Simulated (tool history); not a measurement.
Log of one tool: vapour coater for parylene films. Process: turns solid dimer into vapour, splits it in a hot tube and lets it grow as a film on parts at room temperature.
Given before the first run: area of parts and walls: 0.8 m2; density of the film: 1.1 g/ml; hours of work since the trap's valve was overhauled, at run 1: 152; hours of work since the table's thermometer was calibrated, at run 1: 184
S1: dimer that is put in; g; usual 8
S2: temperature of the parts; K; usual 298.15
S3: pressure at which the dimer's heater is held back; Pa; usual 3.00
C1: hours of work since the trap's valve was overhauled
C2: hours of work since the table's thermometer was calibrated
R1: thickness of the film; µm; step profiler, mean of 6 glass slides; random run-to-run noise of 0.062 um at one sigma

Run 1, hour 0.0: usual settings; C1 152; C2 184. Result: R1 6.98 µm.
Run 2, hour 22.4: usual settings; C1 166; C2 198. Result: R1 7.03 µm.
Run 3, hour 43.4: usual settings but S3 2.08 Pa; C1 179; C2 211. Result: R1 7.18 µm.
Run 4, hour 59.2: usual settings but S3 2.08 Pa; C1 189; C2 221. Result: R1 7.06 µm.
Run 5, hour 77.5: usual settings; C1 200; C2 232. Result: R1 6.91 µm.
Run 6, hour 101.9: usual settings; C1 215; C2 247. Result: R1 6.94 µm.
Run 7, hour 114.8: usual settings but S1 3 g; C1 223; C2 255. Result: R1 2.61 µm.
Run 8, hour 137.0: usual settings but S1 3 g; C1 237; C2 269. Result: R1 2.57 µm.
Run 9, hour 149.2: usual settings but S1 3 g; C1 244; C2 276. Result: R1 2.58 µm.
Run 10, hour 162.2: usual settings but S1 3 g, S3 2.20 Pa; C1 252; C2 284. Result: R1 2.67 µm.
Run 11, hour 177.1: usual settings but S1 3 g, S3 2.20 Pa; C1 261; C2 293. Result: R1 2.60 µm.
Run 12, hour 190.4: usual settings; C1 270; C2 302. Result: R1 6.76 µm.
Run 13, hour 201.9: usual settings; C1 277; C2 309. Result: R1 6.76 µm.
Run 14, hour 220.9: usual settings; C1 288; C2 320. Result: R1 6.75 µm.
Run 15, hour 240.3: usual settings; C1 300; C2 332. Result: R1 6.79 µm.
Run 16, hour 259.4: usual settings; C1 312; C2 344. Result: R1 6.66 µm.
Run 17, hour 279.9: usual settings; C1 325; C2 357. Result: R1 6.70 µm.
Run 18, hour 294.6: usual settings; C1 334; C2 366. Result: R1 6.65 µm.
Run 19, hour 316.1: usual settings; C1 347; C2 379. Result: R1 6.64 µm.
Run 20, hour 337.7: usual settings but S3 5.10 Pa; C1 360; C2 392. Result: R1 6.30 µm.
Run 21, hour 348.7: usual settings; C1 367; C2 399. Result: R1 6.66 µm.
Run 22, hour 368.7: usual settings but S3 4.86 Pa; C1 379; C2 411. Result: R1 6.47 µm.
Run 23, hour 387.3: usual settings but S3 4.86 Pa; C1 391; C2 423. Result: R1 6.37 µm.
Run 24, hour 401.6: usual settings but S2 309.15 K, S3 8.29 Pa; C1 400; C2 432. Result: R1 3.81 µm.
Run 25, hour 412.7: usual settings but S1 4 g, S2 290.15 K; C1 407; C2 438. Result: R1 4.01 µm.
Run 26, hour 428.2: usual settings but S3 5.54 Pa; C1 416; C2 448. Result: R1 6.27 µm.
Run 27, hour 444.5: usual settings but S3 5.54 Pa; C1 426; C2 458. Result: R1 6.20 µm.
Run 28, hour 455.2: usual settings but S3 5.54 Pa; C1 433; C2 465. Result: R1 6.24 µm.
Run 29, hour 466.1: usual settings but S2 308.15 K, S3 2.95 Pa; C1 439; C2 471. Result: R1 4.21 µm.
Run 30, hour 483.2: usual settings but S2 308.15 K, S3 2.95 Pa; C1 450; C2 482. Result: R1 4.19 µm.
Run 31, hour 502.5: usual settings but S1 5 g, S2 293.15 K, S3 10.68 Pa; C1 462; C2 494. Result: R1 4.64 µm.
Run 32, hour 521.8: usual settings but S1 4 g, S3 10.15 Pa; C1 474; C2 506. Result: R1 2.95 µm.
Run 33, hour 542.3: usual settings but S2 302.15 K, S3 5.47 Pa; C1 486; C2 518. Result: R1 5.18 µm.
At hour 554.6: trap's valve overhauled.
Run 34, hour 557.0: usual settings but S1 6 g, S2 302.15 K, S3 2.49 Pa; C1 1; C2 525. Result: R1 4.62 µm.
Run 35, hour 579.4: usual settings but S1 3 g, S2 304.15 K, S3 3.92 Pa; C1 15; C2 539. Result: R1 2.04 µm.
Run 36, hour 590.1: usual settings but S1 6 g, S2 297.15 K, S3 8.38 Pa; C1 22; C2 545. Result: R1 5.30 µm.
Run 37, hour 610.1: usual settings but S1 6 g, S2 297.15 K, S3 8.38 Pa; C1 34; C2 557. Result: R1 5.38 µm.
Run 38, hour 631.8: usual settings but S1 6 g, S2 297.15 K, S3 8.38 Pa; C1 48; C2 571. Result: R1 5.31 µm.
Run 39, hour 647.3: usual settings but S1 6 g; C1 57; C2 580. Result: R1 5.38 µm.
Run 40, hour 667.2: usual settings but S1 4 g, S2 292.15 K; C1 69; C2 593. Result: R1 4.39 µm.
Run 41, hour 679.0: usual settings but S1 10 g, S2 292.15 K; C1 77; C2 600. Result: R1 10.86 µm.
Run 42, hour 697.5: usual settings but S1 10 g, S2 291.15 K; C1 88; C2 611. Result: R1 10.93 µm.

Measured result minus the same run's result without the hidden state. Both carry the same run-to-run variation, though not necessarily the same gauge scatter:
Hidden state present: vapour lost through the trap's worn valve, %; true temperature of the parts over the reading, C; drift of the gauge itself on film_um, %.
run     R1
  1  -0.31
  2  -0.34
  3  -0.37
  4  -0.39
  5  -0.41
  6  -0.43
  7  -0.17
  8  -0.18
  9  -0.18
 10  -0.19
 11  -0.21
 12  -0.54
 13  -0.56
 14  -0.58
 15  -0.60
 16  -0.63
 17  -0.65
 18  -0.67
 19  -0.70
 20  -0.69
 21  -0.74
 22  -0.74
 23  -0.76
 24  -0.47
 25  -0.46
 26  -0.80
 27  -0.82
 28  -0.83
 29  -0.58
 30  -0.58
 31  -0.66
 32  -0.44
 33  -0.79
 34  -0.07
 35  -0.04
 36  -0.11
 37  -0.13
 38  -0.15
 39  -0.17
 40  -0.08
 41  -0.23
 42  -0.25
